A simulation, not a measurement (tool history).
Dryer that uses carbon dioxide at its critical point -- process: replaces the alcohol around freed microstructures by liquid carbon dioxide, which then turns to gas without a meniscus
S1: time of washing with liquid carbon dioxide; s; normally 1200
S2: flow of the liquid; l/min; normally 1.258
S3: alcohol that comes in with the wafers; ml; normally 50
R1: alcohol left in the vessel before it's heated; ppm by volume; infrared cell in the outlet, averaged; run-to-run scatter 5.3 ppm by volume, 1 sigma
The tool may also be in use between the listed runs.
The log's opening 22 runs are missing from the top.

| run | day | S1 | S2 | S3 | R1 |
|---|---|---|---|---|---|
| 23 | 26.704 | 1920 | 1.258 | 29 | 70 |
| 24 | 27.925 | 780 | 1.420 | 29 | 354 |
| 25 | 29.538 | 1200 | 1.258 | 76 | 316 |
| 26 | 30.442 | 1200 | 1.258 | 76 | 350 |
| 27 | 32.058 | 1200 | 1.258 | 76 | 373 |
| 28 | 33.571 | 1200 | 1.258 | 76 | 391 |
|  | 34.475 | inlet filter changed |
| 29 | 34.567 | 1200 | 0.950 | 102 | 772 |
| 30 | 35.438 | 840 | 1.450 | 72 | 465 |
| 31 | 37.058 | 840 | 1.450 | 105 | 704 |
| 32 | 38.729 | 840 | 1.450 | 105 | 768 |
| 33 | 40.104 | 840 | 1.450 | 105 | 783 |
| 34 | 40.838 | 840 | 1.840 | 50 | 212 |
| 35 | 42.438 | 1080 | 1.258 | 67 | 414 |
| 36 | 43.283 | 1080 | 1.258 | 67 | 434 |

Consider 3 possible next runs. They are alternatives, not a sequence: every one starts from the tool as it was left by run 36. What does each give?
| A | 44.175 | 780 | 1.258 | 67 | ? |
| B | 44.175 | 1080 | 0.850 | 28 | ? |
| C | 44.175 | 960 | 0.840 | 45 | ? |

| run | R1 |
|---|---|
| A | 1163 |
| B | 606 |
| C | 1230 |
With the hidden condition removed and each run's random variation left untouched, the same runs would have given:
| run | R1 |
|---|---|
| A | 767 |
| B | 388 |
| C | 864 |

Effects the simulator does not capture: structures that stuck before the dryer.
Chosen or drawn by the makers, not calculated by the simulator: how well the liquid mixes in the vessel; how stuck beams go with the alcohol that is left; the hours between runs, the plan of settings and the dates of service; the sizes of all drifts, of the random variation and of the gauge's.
